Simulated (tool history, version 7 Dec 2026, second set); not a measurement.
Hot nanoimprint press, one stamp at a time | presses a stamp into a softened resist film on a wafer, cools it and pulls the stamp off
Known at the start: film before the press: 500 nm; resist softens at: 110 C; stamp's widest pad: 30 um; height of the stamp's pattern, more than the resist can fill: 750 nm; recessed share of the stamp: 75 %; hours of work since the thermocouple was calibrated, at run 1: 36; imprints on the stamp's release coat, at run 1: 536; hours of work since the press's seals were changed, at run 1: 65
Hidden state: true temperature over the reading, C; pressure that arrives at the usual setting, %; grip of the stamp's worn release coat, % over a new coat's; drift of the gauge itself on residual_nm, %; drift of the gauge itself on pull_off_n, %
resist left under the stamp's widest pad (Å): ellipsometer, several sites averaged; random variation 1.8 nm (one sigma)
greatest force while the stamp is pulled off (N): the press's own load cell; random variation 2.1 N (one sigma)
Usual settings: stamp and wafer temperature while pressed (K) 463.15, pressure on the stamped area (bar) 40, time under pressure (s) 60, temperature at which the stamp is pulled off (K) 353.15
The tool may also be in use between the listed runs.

run	hour	stamp and wafer temperature while pressed (K)	pressure on the stamped area (bar)	time under pressure (s)	temperature at which the stamp is pulled off (K)	hours of work since the thermocouple was calibrated	imprints on the stamp's release coat	hours of work since the press's seals were changed	resist left under the stamp's widest pad (Å)	greatest force while the stamp is pulled off (N)
1	0	463.15	40	60	353.15	36	536	65	2907	112
2	6.3	463.15	40	60	353.15	41	566	69	2919	107
3	12.3	463.15	40	60	353.15	45	595	73	2931	108
4	21.3	463.15	40	60	353.15	51	638	80	2890	107
5	27.6	463.15	40	60	353.15	55	669	84	2899	107
6	31.5	463.15	40	39	353.15	58	688	87	3317	111
7	38.2	472.15	40	39	353.15	62	720	91	2625	112
8	45.3	463.15	31.1	60	353.15	67	753	96	3196	108
9	51.4	463.15	31.1	60	353.15	71	783	100	3201	120
10	57.9	456.15	40	60	353.15	76	814	105	3533	110
11	63.5	463.15	40	60	353.15	80	841	108	2942	116
12	71.6	463.15	40	60	353.15	85	880	114	2930	113
13	75.6	453.15	40	60	353.15	88	899	117	3806	115
14	84.1	453.15	40	60	353.15	94	940	122	3760	113
15	91.6	453.15	40	60	353.15	99	976	128	3788	118
16	99.9	453.15	59.8	42	347.15	105	1016	133	3640	135
17	104	453.15	59.8	42	347.15	107	1036	136	3649	134
18	108.6	453.15	59.8	42	347.15	111	1057	139	3670	141
19	112.8	453.15	59.8	42	347.15	113	1078	142	3597	142
20	116.9	473.15	40	60	355.15	116	1098	145	2213	119
21	125.9	473.15	40	60	355.15	122	1140	151	2220	120
22	134.7	473.15	40	60	355.15	128	1183	157	2211	117
23	143.8	473.15	40	60	355.15	135	1227	163	2209	121
24	152.8	464.15	26.8	60	347.15	141	1270	169	3330	145
25	157.8	474.15	32.9	67	353.15	144	1294	173	2253	126
26	162.8	463.15	24.5	82	355.15	148	1318	176	3225	125
27	170.3	463.15	24.5	82	355.15	153	1354	181	3270	125
28	178.2	463.15	59.3	109	355.15	158	1392	187	1988	125
29	185.1	454.15	40	38	353.15	163	1425	191	4060	132
30	190.7	454.15	40	38	353.15	167	1452	195	4061	127

Hidden state or all else? Some run-to-run changes of resist left under the stamp's widest pad (Å), split into what the settings, what came in and random variation would give without the hidden state, and what is left for the hidden state (with any gauge scatter that isn't in both results):
Run 19 -> 20: stamp and wafer temperature while pressed (K) 453.15 -> 473.15, pressure on the stamped area (bar) 59.8 -> 40, time under pressure (s) 42 -> 60, temperature at which the stamp is pulled off (K) 347.15 -> 355.15. resist left under the stamp's widest pad (Å) -1384: hidden state -10, all else -1374.
Run 23 -> 24: stamp and wafer temperature while pressed (K) 473.15 -> 464.15, pressure on the stamped area (bar) 40 -> 26.8, temperature at which the stamp is pulled off (K) 355.15 -> 347.15. resist left under the stamp's widest pad (Å) +1121: hidden state +9, all else +1112.
Run 25 -> 26: stamp and wafer temperature while pressed (K) 474.15 -> 463.15, pressure on the stamped area (bar) 32.9 -> 24.5, time under pressure (s) 67 -> 82, temperature at which the stamp is pulled off (K) 353.15 -> 355.15. resist left under the stamp's widest pad (Å) +972: hidden state +9, all else +963.
Run 27 -> 28: pressure on the stamped area (bar) 24.5 -> 59.3, time under pressure (s) 82 -> 109. resist left under the stamp's widest pad (Å) -1282: hidden state -3, all else -1279.
Run 28 -> 29: stamp and wafer temperature while pressed (K) 463.15 -> 454.15, pressure on the stamped area (bar) 59.3 -> 40, time under pressure (s) 109 -> 38, temperature at which the stamp is pulled off (K) 355.15 -> 353.15. resist left under the stamp's widest pad (Å) +2072: hidden state +0, all else +2072.
